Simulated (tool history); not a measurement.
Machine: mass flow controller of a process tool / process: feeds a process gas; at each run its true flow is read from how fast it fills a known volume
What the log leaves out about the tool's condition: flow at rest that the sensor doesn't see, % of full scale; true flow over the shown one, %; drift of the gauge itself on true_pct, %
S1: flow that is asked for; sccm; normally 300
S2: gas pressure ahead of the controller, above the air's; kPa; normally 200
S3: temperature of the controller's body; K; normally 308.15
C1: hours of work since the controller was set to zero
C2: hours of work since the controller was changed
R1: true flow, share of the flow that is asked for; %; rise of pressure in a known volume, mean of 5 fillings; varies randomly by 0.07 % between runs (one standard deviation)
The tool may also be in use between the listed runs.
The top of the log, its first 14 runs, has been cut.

run,hour,S1,S2,S3,C1,C2,R1
15,2022.9,300,200,308.15,4749,4749,97.15
16,2128.9,300,200,308.15,4806,4806,97.22
17,2363.5,300,200,308.15,4932,4932,97.17
18,2585.2,300,200,308.15,5051,5051,97.34
19,2795.0,300,200,308.15,5164,5164,97.26
20,3033.9,111,190,308.15,5293,5293,95.11
21,3211.5,419,146,302.15,5388,5388,98.14
22,3407.3,646,168,300.15,5493,5493,99.67
23,3644.9,300,141,305.15,5621,5621,97.26
24,3778.0,102,185,313.15,5693,5693,94.20
25,3883.7,292,248,308.15,5749,5749,97.64
26,4102.7,292,183,308.15,5867,5867,97.15
27,4302.7,292,183,308.15,5975,5975,97.03
28,4436.5,292,183,308.15,6047,6047,97.18
29,4674.6,292,183,308.15,6175,6175,97.16
30,4788.1,154,203,297.15,6236,6236,97.07
31,4953.8,140,161,311.15,6325,6325,95.16

Run 32 has not been measured yet. What should we expect?
32,5155.0,373,200,312.15,6433,6433,?

{"run 32": {"R1": 97.4}}
Minus the tool's unlogged condition, the same run would have read R1 96.33 %.

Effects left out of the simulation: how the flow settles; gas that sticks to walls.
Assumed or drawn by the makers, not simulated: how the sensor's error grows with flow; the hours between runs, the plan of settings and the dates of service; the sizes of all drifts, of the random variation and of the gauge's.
